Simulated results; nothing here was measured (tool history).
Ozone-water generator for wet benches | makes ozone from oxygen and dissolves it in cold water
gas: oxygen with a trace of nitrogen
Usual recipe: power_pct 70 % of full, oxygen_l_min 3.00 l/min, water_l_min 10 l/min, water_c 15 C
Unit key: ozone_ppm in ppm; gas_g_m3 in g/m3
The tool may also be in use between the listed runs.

| run | hour | power_pct | oxygen_l_min | water_l_min | water_c | ozone_ppm | gas_g_m3 |
|---|---|---|---|---|---|---|---|
| 1 | 0.0 | 70 | 3.00 | 10 | 15 | 22.0 | 194.2 |
| 2 | 46.5 | 70 | 3.00 | 10 | 9 | 23.9 | 194.8 |
| 3 | 82.2 | 70 | 3.00 | 10 | 9 | 23.9 | 194.4 |
| 4 | 110.0 | 70 | 2.87 | 10 | 15 | 21.9 | 197.2 |
| 5 | 148.6 | 70 | 3.00 | 10 | 15 | 21.7 | 194.6 |
| 6 | 185.3 | 70 | 3.00 | 10 | 15 | 22.1 | 194.9 |
| 7 | 224.8 | 70 | 3.00 | 10 | 15 | 21.9 | 194.2 |
| 8 | 249.7 | 70 | 3.00 | 10 | 15 | 22.1 | 195.1 |
| 9 | 291.5 | 75 | 3.00 | 10 | 15 | 22.7 | 204.0 |
| 10 | 328.1 | 75 | 3.00 | 10 | 15 | 23.0 | 203.3 |
| 11 | 378.1 | 44 | 3.00 | 10 | 15 | 15.8 | 141.9 |
| 12 | 410.3 | 44 | 3.00 | 10 | 15 | 16.0 | 142.3 |

Run 13, settings as shown, results not yet in. Your forecast:
| 13 | 435.7 | 70 | 1.74 | 9 | 10 | ? | ? |

{"run 13": {"ozone_ppm": 22.9, "gas_g_m3": 240.8}}
Minus the tool's unlogged condition, the same run would have read ozone_ppm 22.9 ppm, gas_g_m3 240.8 g/m3.
